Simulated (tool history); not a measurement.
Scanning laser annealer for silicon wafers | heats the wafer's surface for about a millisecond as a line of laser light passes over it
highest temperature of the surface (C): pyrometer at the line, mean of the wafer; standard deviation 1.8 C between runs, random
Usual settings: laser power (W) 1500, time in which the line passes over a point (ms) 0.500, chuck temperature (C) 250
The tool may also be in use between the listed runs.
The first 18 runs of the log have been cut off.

run	hour	laser power (W)	time in which the line passes over a point (ms)	chuck temperature (C)	highest temperature of the surface (C)
19	133.2	1500	0.500	249	971
20	140.8	1500	0.500	250	972
21	151.8	1500	0.500	250	972
22	158.9	1500	0.500	250	971
23	164.8	1563	0.513	287	1059
24	173.3	1593	0.519	271	1064
25	179.7	1593	0.519	271	1066
26	188.8	1543	0.432	278	982
27	194.9	1500	0.436	277	955
28	205.8	1615	0.484	217	1000
29	214.4	1500	0.508	212	936
30	225.2	1531	0.539	226	994
31	232.0	1500	0.557	234	988
32	242.9	1500	0.500	218	938
33	249.2	1311	0.551	271	901
34	258.7	1578	0.445	267	1003
35	269.0	1412	0.594	218	934
36	278.3	1379	0.500	235	878
37	287.6	1612	0.389	250	963
38	298.2	1400	0.453	272	899
39	307.1	1621	0.454	218	986
40	313.2	1500	0.592	250	1027
41	320.9	1500	0.557	267	1019
42	326.1	1409	0.478	268	918

Here are 3 independent what-if runs from the current tool condition. What would each one return?
A	334.4	1451	0.444	219	?
B	334.4	1570	0.383	254	?
C	334.4	1340	0.500	276	?

run	highest temperature of the surface (C)
A	871
B	934
C	895
Without the tool's unlogged condition, the same runs would have read:
run	highest temperature of the surface (C)
A	871
B	935
C	896
